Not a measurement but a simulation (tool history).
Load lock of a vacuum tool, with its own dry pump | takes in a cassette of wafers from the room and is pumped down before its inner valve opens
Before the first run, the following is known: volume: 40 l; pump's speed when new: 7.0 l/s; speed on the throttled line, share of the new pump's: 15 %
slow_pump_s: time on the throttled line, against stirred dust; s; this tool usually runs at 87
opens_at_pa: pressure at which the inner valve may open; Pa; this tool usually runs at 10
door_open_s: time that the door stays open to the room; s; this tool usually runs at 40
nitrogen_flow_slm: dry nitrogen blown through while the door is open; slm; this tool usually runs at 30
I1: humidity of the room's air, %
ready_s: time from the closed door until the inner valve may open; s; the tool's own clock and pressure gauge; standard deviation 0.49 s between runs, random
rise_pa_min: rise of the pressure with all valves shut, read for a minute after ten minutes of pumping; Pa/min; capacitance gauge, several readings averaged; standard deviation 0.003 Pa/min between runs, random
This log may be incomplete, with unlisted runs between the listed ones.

Run 1, hour 0: usual settings; I1 44. Result: ready_s 128.1 s, rise_pa_min 0.019 Pa/min.
Run 2, hour 96.4: usual settings; I1 43. Result: ready_s 128.9 s, rise_pa_min 0.009 Pa/min.
Run 3, hour 218.4: usual settings; I1 43.3. Result: ready_s 128.7 s, rise_pa_min 0.014 Pa/min.
Run 4, hour 298.1: usual settings; I1 43.6. Result: ready_s 128.4 s, rise_pa_min 0.014 Pa/min.
Run 5, hour 438.1: usual settings; I1 44.9. Result: ready_s 128.9 s, rise_pa_min 0.022 Pa/min.
Run 6, hour 507.9: usual settings; I1 47.2. Result: ready_s 129.2 s, rise_pa_min 0.02 Pa/min.
Run 7, hour 569.7: usual settings; I1 43. Result: ready_s 128.6 s, rise_pa_min 0.016 Pa/min.
Run 8, hour 688.1: usual settings; I1 46.2. Result: ready_s 128.7 s, rise_pa_min 0.017 Pa/min.
Run 9, hour 790.8: usual settings; I1 44.3. Result: ready_s 128.9 s, rise_pa_min 0.018 Pa/min.
Run 10, hour 913.2: usual settings; I1 47.1. Result: ready_s 128.6 s, rise_pa_min 0.022 Pa/min.
Run 11, hour 1014.9: usual settings; I1 48.5. Result: ready_s 128.1 s, rise_pa_min 0.02 Pa/min.
Run 12, hour 1140.8: usual settings but opens_at_pa 17 Pa; I1 47.2. Result: ready_s 125.3 s, rise_pa_min 0.027 Pa/min.
Run 13, hour 1274.6: usual settings but opens_at_pa 20 Pa; I1 45.8. Result: ready_s 125.2 s, rise_pa_min 0.024 Pa/min.
Run 14, hour 1400: usual settings but opens_at_pa 20 Pa; I1 44.2. Result: ready_s 125.1 s, rise_pa_min 0.022 Pa/min.
Run 15, hour 1515.4: usual settings; I1 45.3. Result: ready_s 129.5 s, rise_pa_min 0.028 Pa/min.
Run 16, hour 1649.6: usual settings; I1 43.6. Result: ready_s 129.1 s, rise_pa_min 0.03 Pa/min.
Run 17, hour 1745.5: usual settings but nitrogen_flow_slm 17 slm; I1 46.7. Result: ready_s 129.6 s, rise_pa_min 0.037 Pa/min.
Run 18, hour 1802.5: usual settings but door_open_s 186 s, nitrogen_flow_slm 34 slm; I1 43.1. Result: ready_s 129.8 s, rise_pa_min 0.04 Pa/min.
Run 19, hour 1888.8: usual settings but slow_pump_s 92 s, opens_at_pa 16 Pa, door_open_s 63 s, nitrogen_flow_slm 6 slm; I1 44.7. Result: ready_s 130.5 s, rise_pa_min 0.05 Pa/min.
Run 20, hour 1980.2: usual settings but slow_pump_s 92 s, opens_at_pa 16 Pa, door_open_s 63 s, nitrogen_flow_slm 6 slm; I1 47.8. Result: ready_s 131.1 s, rise_pa_min 0.053 Pa/min.
Run 21, hour 2040.2: usual settings but slow_pump_s 92 s, opens_at_pa 16 Pa, door_open_s 63 s, nitrogen_flow_slm 6 slm; I1 46.1. Result: ready_s 129.5 s, rise_pa_min 0.053 Pa/min.
Run 22, hour 2124.2: usual settings but door_open_s 55 s; I1 46.3. Result: ready_s 129.3 s, rise_pa_min 0.042 Pa/min.
Run 23, hour 2205.6: usual settings but slow_pump_s 79 s, opens_at_pa 8 Pa, door_open_s 65 s, nitrogen_flow_slm 24 slm; I1 45.5. Result: ready_s 124.5 s, rise_pa_min 0.044 Pa/min.
Run 24, hour 2305.3: usual settings but slow_pump_s 79 s, opens_at_pa 8 Pa, door_open_s 65 s, nitrogen_flow_slm 24 slm; I1 44.2. Result: ready_s 124.6 s, rise_pa_min 0.051 Pa/min.
Run 25, hour 2366.1: usual settings but slow_pump_s 141 s, nitrogen_flow_slm 11 slm; I1 42.4. Result: ready_s 174.7 s, rise_pa_min 0.048 Pa/min.
Run 26, hour 2422.8: usual settings but slow_pump_s 141 s, nitrogen_flow_slm 5 slm; I1 41.7. Result: ready_s 176.1 s, rise_pa_min 0.06 Pa/min.
Run 27, hour 2563.7: usual settings but slow_pump_s 102 s, door_open_s 120 s, nitrogen_flow_slm 16 slm; I1 46.2. Result: ready_s 141.8 s, rise_pa_min 0.061 Pa/min.
Run 28, hour 2673.8: usual settings but slow_pump_s 151 s, opens_at_pa 17 Pa, door_open_s 61 s, nitrogen_flow_slm 16 slm; I1 43.4. Result: ready_s 179.3 s, rise_pa_min 0.054 Pa/min.
Run 29, hour 2733.2: usual settings but slow_pump_s 84 s, nitrogen_flow_slm 5 slm; I1 45.4. Result: ready_s 127.6 s, rise_pa_min 0.059 Pa/min.
Run 30, hour 2816.5: usual settings but slow_pump_s 84 s, nitrogen_flow_slm 5 slm; I1 45. Result: ready_s 127.4 s, rise_pa_min 0.064 Pa/min.
Run 31, hour 2955.7: usual settings but opens_at_pa 18 Pa, door_open_s 79 s, nitrogen_flow_slm 4 slm; I1 42.8. Result: ready_s 125.6 s, rise_pa_min 0.078 Pa/min.
Run 32, hour 3048.7: usual settings but slow_pump_s 54 s, opens_at_pa 15 Pa; I1 44.7. Result: ready_s 99 s, rise_pa_min 0.056 Pa/min.
Run 33, hour 3125.6: usual settings but opens_at_pa 13 Pa, door_open_s 30 s; I1 49.5. Result: ready_s 128.2 s, rise_pa_min 0.053 Pa/min.
Run 34, hour 3227: usual settings but opens_at_pa 13 Pa, door_open_s 30 s; I1 46.6. Result: ready_s 127.5 s, rise_pa_min 0.054 Pa/min.

Some steps in ready_s between neighbouring runs. How much of each would the tool show without its hidden state too (settings, what came in, random variation), and how much is left for the hidden state, with any gauge scatter that isn't in both results?
Hidden state present: pump's speed, % of a new pump's; leak at the door's seal, Pa l/s; drift of the gauge itself on ready_s, %; drift of the gauge itself on rise_pa_min, %.
Run 24 -> 25: slow_pump_s 79 -> 141, opens_at_pa 8 -> 10, door_open_s 65 -> 40, nitrogen_flow_slm 24 -> 11. ready_s +50.1 s: hidden state -0.9, all else +51.
Run 27 -> 28: slow_pump_s 102 -> 151, opens_at_pa 10 -> 17, door_open_s 120 -> 61. ready_s +37.5 s: hidden state -0.8, all else +38.3.
Run 28 -> 29: slow_pump_s 151 -> 84, opens_at_pa 17 -> 10, door_open_s 61 -> 40, nitrogen_flow_slm 16 -> 5. ready_s -51.7 s: hidden state +1.3, all else -53.
